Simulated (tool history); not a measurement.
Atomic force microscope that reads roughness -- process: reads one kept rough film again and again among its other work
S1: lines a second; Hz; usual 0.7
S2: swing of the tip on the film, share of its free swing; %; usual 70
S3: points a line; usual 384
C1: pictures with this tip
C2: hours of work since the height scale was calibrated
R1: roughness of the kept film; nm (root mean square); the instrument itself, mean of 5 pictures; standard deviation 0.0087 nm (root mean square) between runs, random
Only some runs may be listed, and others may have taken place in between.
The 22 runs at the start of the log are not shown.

run	hour	S1	S2	S3	C1	C2	R1
23	250.8	0.7	70	417	263	362	4.823
24	264.3	0.7	70	417	275	369	4.84
25	276	0.7	60	384	286	375	4.877
26	283.8	0.7	70	384	293	379	4.824
27	294.9	0.964	70	384	303	385	4.809
28	311.2	0.964	70	384	318	393	4.819
29	328.6	3.013	66	384	333	401	4.657
# hour 339: new tip fitted
30	342	3.013	66	384	3	408	4.659
31	358.2	2.369	60	738	18	416	4.774
32	371.7	2.63	77	637	30	423	4.535
33	381.8	2.63	77	637	39	428	4.526
34	391	2.63	77	637	47	432	4.521
35	405.5	1.09	62	695	60	440	4.853
36	419	0.712	80	338	73	446	4.784
37	433.4	0.693	85	783	86	454	4.748
38	445.1	0.693	85	783	96	460	4.764
39	457.6	0.735	72	315	108	466	4.827
40	470.6	0.735	72	265	119	472	4.803
41	481.2	0.7	60	384	129	478	4.856

The next listed run, before its measurement:
42	492.9	0.528	70	446	140	484	?

Run 42 yielded R1 4.844 nm (root mean square).
With the hidden condition absent and the run-to-run variation left alone, this run would have shown R1 4.846 nm (root mean square).
